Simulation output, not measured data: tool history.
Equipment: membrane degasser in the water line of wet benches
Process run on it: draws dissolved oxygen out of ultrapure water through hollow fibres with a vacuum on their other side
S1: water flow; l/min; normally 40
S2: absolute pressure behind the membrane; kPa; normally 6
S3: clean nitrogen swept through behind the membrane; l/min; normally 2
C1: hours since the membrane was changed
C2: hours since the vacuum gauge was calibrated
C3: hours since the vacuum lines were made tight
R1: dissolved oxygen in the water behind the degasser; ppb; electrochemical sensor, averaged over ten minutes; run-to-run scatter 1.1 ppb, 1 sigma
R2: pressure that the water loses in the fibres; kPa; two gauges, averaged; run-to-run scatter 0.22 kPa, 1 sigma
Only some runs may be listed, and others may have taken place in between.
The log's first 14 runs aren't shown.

run 15 hour=773.5 | S1=40 S2=6 S3=2 | C1=3612 C2=4221 C3=7246 | R1=175.8 R2=64.31
run 16 hour=826.4 | S1=40 S2=6 S3=2 | C1=3665 C2=4274 C3=7299 | R1=173.6 R2=64.4
run 17 hour=863.3 | S1=40 S2=6 S3=2.18 | C1=3701 C2=4311 C3=7336 | R1=165.7 R2=64.61
run 18 hour=934.3 | S1=34 S2=11.78 S3=2.57 | C1=3772 C2=4382 C3=7407 | R1=284.3 R2=54.59
run 19 hour=999 | S1=46 S2=12.45 S3=1.81 | C1=3837 C2=4447 C3=7471 | R1=555.2 R2=73.6
-- hour=1028.7 vacuum gauge calibrated
-- hour=1063.9 seals of the vacuum lines changed
run 20 hour=1070.2 | S1=46 S2=12.45 S3=1.81 | C1=3906 C2=39 C3=6 | R1=556.3 R2=73.13
run 21 hour=1135.3 | S1=46 S2=12.45 S3=1.81 | C1=3971 C2=105 C3=71 | R1=558.8 R2=73.46
run 22 hour=1202.8 | S1=40 S2=5.38 S3=3.99 | C1=4038 C2=172 C3=139 | R1=102.8 R2=64.01
run 23 hour=1246.8 | S1=38 S2=5.38 S3=3.99 | C1=4082 C2=216 C3=183 | R1=93.3 R2=60.16
run 24 hour=1287.6 | S1=38 S2=7.47 S3=1.14 | C1=4123 C2=257 C3=224 | R1=326 R2=60.33
run 25 hour=1359.4 | S1=25 S2=13.08 S3=2.01 | C1=4195 C2=329 C3=295 | R1=284 R2=39.71
run 26 hour=1431 | S1=32 S2=7.12 S3=2.01 | C1=4267 C2=400 C3=367 | R1=163.8 R2=50.49
run 27 hour=1463.6 | S1=46 S2=9.16 S3=3.74 | C1=4299 C2=433 C3=400 | R1=248.4 R2=72.68
run 28 hour=1536 | S1=42 S2=8.35 S3=2.09 | C1=4372 C2=505 C3=472 | R1=284.5 R2=66.31
run 29 hour=1606.7 | S1=40 S2=7.36 S3=5.44 | C1=4442 C2=576 C3=543 | R1=125.6 R2=63
run 30 hour=1667.6 | S1=40 S2=4.09 S3=0.9 | C1=4503 C2=637 C3=604 | R1=128.5 R2=62.58
run 31 hour=1715.5 | S1=44 S2=6 S3=2 | C1=4551 C2=685 C3=652 | R1=205.1 R2=68.95

3 ways to go on from here, each from the tool as it stands after run 31. What would each give?
run A hour=1764.2 | S1=26 S2=4.17 S3=1.9 | C1=4600 C2=733 C3=700 | R1=? R2=?
run B hour=1764.2 | S1=37 S2=14.39 S3=4.84 | C1=4600 C2=733 C3=700 | R1=? R2=?
run C hour=1764.2 | S1=38 S2=4.11 S3=3.11 | C1=4600 C2=733 C3=700 | R1=? R2=?

run=A R1=40.7 R2=40.7
run=B R1=240.8 R2=57.63
run=C R1=69.7 R2=59.46
Had the tool no hidden state, the same runs would have come out as:
run=A R1=40.7 R2=42.3
run=B R1=240.8 R2=59.91
run=C R1=69.6 R2=61.79
